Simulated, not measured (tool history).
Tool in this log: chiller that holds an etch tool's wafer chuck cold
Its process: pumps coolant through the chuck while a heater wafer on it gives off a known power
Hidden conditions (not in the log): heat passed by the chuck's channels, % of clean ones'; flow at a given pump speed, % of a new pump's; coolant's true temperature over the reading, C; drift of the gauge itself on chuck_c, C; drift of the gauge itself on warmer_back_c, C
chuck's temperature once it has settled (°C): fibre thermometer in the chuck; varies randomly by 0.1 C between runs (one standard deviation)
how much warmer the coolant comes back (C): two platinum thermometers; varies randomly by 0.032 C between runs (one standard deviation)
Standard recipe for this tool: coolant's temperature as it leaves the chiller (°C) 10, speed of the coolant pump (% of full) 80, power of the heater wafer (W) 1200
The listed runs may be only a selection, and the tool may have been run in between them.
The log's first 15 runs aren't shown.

run	hour	coolant's temperature as it leaves the chiller (°C)	speed of the coolant pump (% of full)	power of the heater wafer (W)	hours since the coolant was changed and the channels were flushed	hours since the pump was overhauled	hours since the chiller's thermometer was calibrated	chuck's temperature once it has settled (°C)	how much warmer the coolant comes back (C)
16	666.7	2	91	1200	1251	2933	969	9.5	3.7
17	691.2	10	80	762	1275	2958	993	15.1	2.7
18	740.3	19	87	784	1324	3007	1042	24	2.55
19	777.7	19	87	784	1362	3044	1080	23.9	2.55
20	822.1	12	79	811	1406	3089	1124	17.5	2.97
21	876.2	12	79	811	1460	3143	1178	17.6	2.96
22	916.8	12	64	689	1501	3183	1219	17.4	3.16
23	946.3	7	66	1491	1530	3213	1248	19.1	6.7
24	979.5	7	60	1481	1564	3246	1282	19.9	7.43
25	1008.5	7	60	1481	1593	3275	1311	19.9	7.29
26	1044.2	10	81	1338	1628	3311	1346	19.3	4.75
27	1101.4	7	81	953	1686	3368	1403	13.3	3.37
28	1145.2	7	81	953	1729	3412	1447	13.5	3.38
29	1200.5	7	99	890	1785	3467	1503	12.2	2.53
30	1227.4	10	95	1326	1812	3494	1529	18.1	4
31	1287.4	17	91	1779	1872	3554	1589	28.7	5.54
32	1312	17	86	1779	1896	3578	1614	29	5.98

Here are 3 independent what-if runs from the current tool condition. What would each one return?
A	1350.3	11	91	1149	1934	3617	1652	?	?
B	1350.3	12	86	1779	1934	3617	1652	?	?
C	1350.3	11	87	628	1934	3617	1652	?	?

run	chuck's temperature once it has settled (°C)	how much warmer the coolant comes back (C)
A	18.4	3.63
B	23.9	5.96
C	15	2.01
Had the tool no hidden state, the same runs would have come out as:
run	chuck's temperature once it has settled (°C)	how much warmer the coolant comes back (C)
A	17.9	3.29
B	23	5.4
C	14.9	1.82
